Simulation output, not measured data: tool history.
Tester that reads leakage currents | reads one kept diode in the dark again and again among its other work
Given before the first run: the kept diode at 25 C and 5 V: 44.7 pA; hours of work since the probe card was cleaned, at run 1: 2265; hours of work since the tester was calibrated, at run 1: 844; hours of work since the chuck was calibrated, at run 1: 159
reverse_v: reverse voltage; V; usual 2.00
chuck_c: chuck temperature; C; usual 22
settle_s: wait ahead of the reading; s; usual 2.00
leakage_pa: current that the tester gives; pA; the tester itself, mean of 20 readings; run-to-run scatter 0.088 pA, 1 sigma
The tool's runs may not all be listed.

| run | hour | reverse_v | chuck_c | settle_s | hours of work since the probe card was cleaned | hours of work since the tester was calibrated | hours of work since the chuck was calibrated | leakage_pa |
|---|---|---|---|---|---|---|---|---|
| 1 | 0.0 | 2.00 | 22 | 2.00 | 2265 | 844 | 159 | 26.11 |
| 2 | 72.3 | 2.00 | 57 | 2.00 | 2315 | 895 | 209 | 518.35 |
| 3 | 133.2 | 2.00 | 57 | 2.00 | 2358 | 938 | 252 | 516.01 |
| 4 | 181.6 | 2.00 | 57 | 1.59 | 2392 | 972 | 286 | 518.03 |
| 5 | 214.6 | 2.00 | 57 | 1.59 | 2415 | 995 | 309 | 514.63 |
| 6 | 250.1 | 2.00 | 57 | 1.59 | 2440 | 1020 | 334 | 515.82 |
| 7 | 303.2 | 2.00 | 22 | 0.59 | 2478 | 1057 | 372 | 26.56 |
| 8 | 367.8 | 2.00 | 22 | 0.59 | 2523 | 1103 | 417 | 26.49 |
| 9 | 402.3 | 2.00 | 22 | 0.59 | 2547 | 1127 | 441 | 26.54 |
| 10 | 449.5 | 2.00 | 22 | 0.59 | 2581 | 1160 | 475 | 26.41 |
| 11 | 514.2 | 2.00 | 22 | 1.05 | 2626 | 1205 | 520 | 25.96 |
| 12 | 559.4 | 2.00 | 39 | 2.00 | 2658 | 1237 | 552 | 114.47 |
| 13 | 615.3 | 2.00 | 39 | 2.00 | 2697 | 1277 | 591 | 114.45 |
| 14 | 662.7 | 1.36 | 22 | 2.00 | 2730 | 1310 | 624 | 21.49 |
| 15 | 703.6 | 1.36 | 22 | 2.00 | 2759 | 1339 | 653 | 21.53 |
| 16 | 778.7 | 2.36 | 22 | 2.00 | 2812 | 1391 | 706 | 27.36 |
| 17 | 852.9 | 2.36 | 22 | 2.00 | 2864 | 1443 | 758 | 27.18 |
| 18 | 914.2 | 2.36 | 22 | 2.00 | 2907 | 1487 | 801 | 27.30 |
| 19 | 979.0 | 2.00 | 22 | 2.00 | 2953 | 1532 | 847 | 25.35 |
| 20 | 1014.2 | 2.00 | 22 | 2.00 | 2978 | 1557 | 871 | 25.35 |
| 21 | 1053.2 | 2.00 | 22 | 2.00 | 3005 | 1584 | 899 | 25.35 |
| 22 | 1091.2 | 2.00 | 22 | 2.00 | 3032 | 1611 | 926 | 25.12 |
| 23 | 1150.5 | 2.71 | 54 | 3.23 | 3073 | 1653 | 967 | 433.15 |
| 24 | 1220.4 | 3.57 | 46 | 1.67 | 3122 | 1702 | 1016 | 251.28 |
| 25 | 1296.0 | 14.13 | 47 | 4.65 | 3176 | 1755 | 1070 | 468.51 |
| 26 | 1364.0 | 1.18 | 33 | 7.00 | 3223 | 1803 | 1117 | 52.96 |
| 27 | 1430.8 | 2.31 | 37 | 3.58 | 3270 | 1850 | 1164 | 98.08 |
| 28 | 1507.5 | 2.31 | 37 | 4.36 | 3324 | 1904 | 1218 | 97.69 |
| 29 | 1554.6 | 6.58 | 32 | 6.46 | 3357 | 1937 | 1251 | 98.18 |
| 30 | 1627.8 | 6.58 | 54 | 1.14 | 3409 | 1988 | 1303 | 600.30 |
| 31 | 1674.4 | 1.06 | 54 | 1.14 | 3442 | 2021 | 1336 | 294.08 |
| 32 | 1726.4 | 1.06 | 54 | 1.14 | 3478 | 2057 | 1372 | 295.84 |

Run 33 comes next. What will it give?
| 33 | 1757.3 | 1.06 | 54 | 1.14 | 3500 | 2079 | 1394 | ? |

Run 33 came out at leakage_pa 295.75 pA.
Minus the tool's unlogged condition, the same run would have read leakage_pa 320.32 pA.
